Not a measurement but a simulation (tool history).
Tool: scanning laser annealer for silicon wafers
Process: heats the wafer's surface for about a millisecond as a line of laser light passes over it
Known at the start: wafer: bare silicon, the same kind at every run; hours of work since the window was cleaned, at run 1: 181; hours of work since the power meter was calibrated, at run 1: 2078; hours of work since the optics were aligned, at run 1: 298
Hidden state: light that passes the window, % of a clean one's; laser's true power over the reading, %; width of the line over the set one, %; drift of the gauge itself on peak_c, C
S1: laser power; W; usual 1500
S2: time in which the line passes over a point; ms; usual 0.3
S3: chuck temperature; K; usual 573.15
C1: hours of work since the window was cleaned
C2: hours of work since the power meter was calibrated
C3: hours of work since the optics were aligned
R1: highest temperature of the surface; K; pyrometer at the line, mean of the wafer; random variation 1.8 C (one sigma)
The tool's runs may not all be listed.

run 1 hour=0 | S1=1500 S2=0.3 S3=573.15 | C1=181 C2=2078 C3=298 | R1=1262.15
run 2 hour=79.1 | S1=1500 S2=0.3 S3=573.15 | C1=241 C2=2137 C3=357 | R1=1258.15
run 3 hour=137.9 | S1=1500 S2=0.3 S3=573.15 | C1=285 C2=2181 C3=402 | R1=1253.15
run 4 hour=178.7 | S1=1500 S2=0.3 S3=573.15 | C1=316 C2=2212 C3=432 | R1=1251.15
run 5 hour=238 | S1=1500 S2=0.3 S3=573.15 | C1=361 C2=2257 C3=477 | R1=1249.15
run 6 hour=277 | S1=1500 S2=0.3 S3=573.15 | C1=390 C2=2286 C3=506 | R1=1250.15
run 7 hour=339.5 | S1=1500 S2=0.3 S3=573.15 | C1=437 C2=2333 C3=553 | R1=1242.15
run 8 hour=389.4 | S1=1500 S2=0.3 S3=573.15 | C1=474 C2=2371 C3=591 | R1=1240.15
run 9 hour=453.9 | S1=1497 S2=0.3 S3=573.15 | C1=523 C2=2419 C3=639 | R1=1233.15
run 10 hour=496.3 | S1=1497 S2=0.3 S3=573.15 | C1=555 C2=2451 C3=671 | R1=1235.15
run 11 hour=541.9 | S1=1497 S2=0.3 S3=573.15 | C1=589 C2=2486 C3=706 | R1=1233.15
run 12 hour=579.9 | S1=1497 S2=0.3 S3=573.15 | C1=618 C2=2514 C3=734 | R1=1231.15
run 13 hour=654.9 | S1=1500 S2=0.213 S3=573.15 | C1=674 C2=2571 C3=791 | R1=1112.15
-- hour=687.8 optics aligned, line set to its width
-- hour=737.6 window over the wafer cleaned
run 14 hour=743.1 | S1=1500 S2=0.213 S3=573.15 | C1=4 C2=2632 C3=40 | R1=1148.15
run 15 hour=791.6 | S1=1500 S2=0.3 S3=573.15 | C1=41 C2=2668 C3=77 | R1=1266.15
run 16 hour=874.5 | S1=1500 S2=0.338 S3=573.15 | C1=103 C2=2731 C3=139 | R1=1314.15
run 17 hour=945.4 | S1=1500 S2=0.338 S3=573.15 | C1=156 C2=2784 C3=192 | R1=1310.15
run 18 hour=993.9 | S1=1500 S2=0.338 S3=573.15 | C1=193 C2=2821 C3=229 | R1=1308.15
run 19 hour=1070.2 | S1=1294 S2=0.3 S3=573.15 | C1=250 C2=2878 C3=286 | R1=1163.15
run 20 hour=1153.6 | S1=1500 S2=0.3 S3=573.15 | C1=313 C2=2941 C3=349 | R1=1251.15
run 21 hour=1197.1 | S1=1415 S2=0.3 S3=606.15 | C1=346 C2=2974 C3=382 | R1=1245.15
run 22 hour=1255.8 | S1=1415 S2=0.3 S3=606.15 | C1=390 C2=3018 C3=426 | R1=1242.15
run 23 hour=1310.4 | S1=1356 S2=0.271 S3=576.15 | C1=431 C2=3059 C3=467 | R1=1150.15
run 24 hour=1380 | S1=1356 S2=0.271 S3=576.15 | C1=484 C2=3111 C3=520 | R1=1147.15
run 25 hour=1447.2 | S1=1356 S2=0.271 S3=576.15 | C1=534 C2=3162 C3=570 | R1=1143.15
run 26 hour=1484.8 | S1=1500 S2=0.316 S3=573.15 | C1=562 C2=3190 C3=598 | R1=1255.15
run 27 hour=1562.1 | S1=1500 S2=0.316 S3=573.15 | C1=621 C2=3248 C3=657 | R1=1250.15
run 28 hour=1609.6 | S1=1285 S2=0.378 S3=569.15 | C1=656 C2=3284 C3=692 | R1=1210.15
run 29 hour=1644.1 | S1=1348 S2=0.254 S3=549.15 | C1=682 C2=3310 C3=718 | R1=1084.15
run 30 hour=1681.4 | S1=1381 S2=0.256 S3=595.15 | C1=711 C2=3338 C3=746 | R1=1144.15
-- hour=1711.1 window over the wafer cleaned
run 31 hour=1731.6 | S1=1479 S2=0.3 S3=577.15 | C1=15 C2=3374 C3=783 | R1=1251.15
-- hour=1773.5 optics aligned, line set to its width
run 32 hour=1801.8 | S1=1479 S2=0.3 S3=577.15 | C1=65 C2=3423 C3=21 | R1=1255.15
run 33 hour=1850.7 | S1=1500 S2=0.38 S3=572.15 | C1=101 C2=3460 C3=58 | R1=1362.15
run 34 hour=1893.1 | S1=1500 S2=0.38 S3=572.15 | C1=133 C2=3492 C3=90 | R1=1358.15
run 35 hour=1932.1 | S1=1500 S2=0.38 S3=572.15 | C1=163 C2=3522 C3=119 | R1=1354.15
run 36 hour=1979.5 | S1=1500 S2=0.38 S3=572.15 | C1=198 C2=3557 C3=155 | R1=1354.15
run 37 hour=2038.5 | S1=1500 S2=0.259 S3=583.15 | C1=243 C2=3602 C3=200 | R1=1206.15
run 38 hour=2093.6 | S1=1500 S2=0.259 S3=583.15 | C1=284 C2=3643 C3=241 | R1=1204.15
run 39 hour=2142.7 | S1=1500 S2=0.229 S3=554.15 | C1=321 C2=3680 C3=278 | R1=1127.15
run 40 hour=2221.1 | S1=1388 S2=0.346 S3=584.15 | C1=380 C2=3739 C3=337 | R1=1253.15

Forecast each of these 3 alternatives for the next run:
run A hour=2265.8 | S1=1549 S2=0.289 S3=573.15 | C1=414 C2=3773 C3=371 | R1=?
run B hour=2265.8 | S1=1388 S2=0.233 S3=579.15 | C1=414 C2=3773 C3=371 | R1=?
run C hour=2265.8 | S1=1440 S2=0.346 S3=546.15 | C1=414 C2=3773 C3=371 | R1=?

run=A R1=1242.15
run=B R1=1113.15
run=C R1=1236.15
Without the tool's hidden state the same runs would have given:
run=A R1=1285.15
run=B R1=1147.15
run=C R1=1280.15

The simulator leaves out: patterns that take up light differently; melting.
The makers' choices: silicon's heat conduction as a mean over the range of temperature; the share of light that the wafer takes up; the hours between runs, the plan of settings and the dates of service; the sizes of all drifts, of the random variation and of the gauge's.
